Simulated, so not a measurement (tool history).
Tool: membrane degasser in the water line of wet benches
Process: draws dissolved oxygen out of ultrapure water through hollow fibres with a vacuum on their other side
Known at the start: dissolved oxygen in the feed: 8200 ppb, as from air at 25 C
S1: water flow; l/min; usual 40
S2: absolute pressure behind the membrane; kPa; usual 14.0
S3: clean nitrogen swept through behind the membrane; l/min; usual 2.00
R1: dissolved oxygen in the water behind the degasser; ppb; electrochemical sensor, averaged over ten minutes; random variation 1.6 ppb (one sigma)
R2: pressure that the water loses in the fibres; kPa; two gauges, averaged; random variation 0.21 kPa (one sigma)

run	hour	S1	S2	S3	R1	R2
1	0.0	40	14.0	2.00	477.7	47.66
2	31.0	40	14.0	2.00	478.6	47.67
3	66.0	40	14.0	2.00	478.3	47.48
4	103.0	40	14.0	2.00	480.3	47.97
5	139.2	40	14.0	2.00	480.6	48.17
6	196.7	40	14.0	2.00	480.3	47.61
7	238.7	40	14.0	2.00	478.1	47.63
8	271.8	40	15.9	2.00	556.3	48.23
9	328.2	40	14.0	2.00	481.5	48.03
10	377.5	40	14.0	2.06	470.7	48.00
11	427.0	29	14.0	2.00	359.6	34.65
12	460.8	29	24.6	2.00	673.5	35.06
# hour 465.5: vacuum gauge calibrated
13	496.7	29	24.6	2.00	680.1	35.23
14	559.3	30	24.0	3.27	444.2	36.10
15	609.9	26	19.1	4.42	229.3	30.74
# hour 673.6: vacuum gauge calibrated, once more
16	673.6	24	31.9	1.59	903.4	28.59
17	733.6	38	27.4	2.00	943.0	45.49
18	796.9	38	27.4	2.00	946.2	45.80
19	839.5	40	8.7	1.13	401.6	48.36
20	908.3	27	14.0	2.00	332.1	32.43
21	974.7	27	14.0	2.00	330.6	32.81

Forecast each of these 3 alternatives for the next run:
A	1027.4	29	10.9	2.98	?	?
B	1027.4	27	14.0	0.82	?	?
C	1027.4	48	17.2	0.81	?	?

run	R1	R2
A	180.3	34.72
B	692.1	32.47
C	1355.6	58.11
Without the tool's hidden state the same runs would have given:
run	R1	R2
A	178.1	33.58
B	690.0	31.40
C	1353.2	56.20

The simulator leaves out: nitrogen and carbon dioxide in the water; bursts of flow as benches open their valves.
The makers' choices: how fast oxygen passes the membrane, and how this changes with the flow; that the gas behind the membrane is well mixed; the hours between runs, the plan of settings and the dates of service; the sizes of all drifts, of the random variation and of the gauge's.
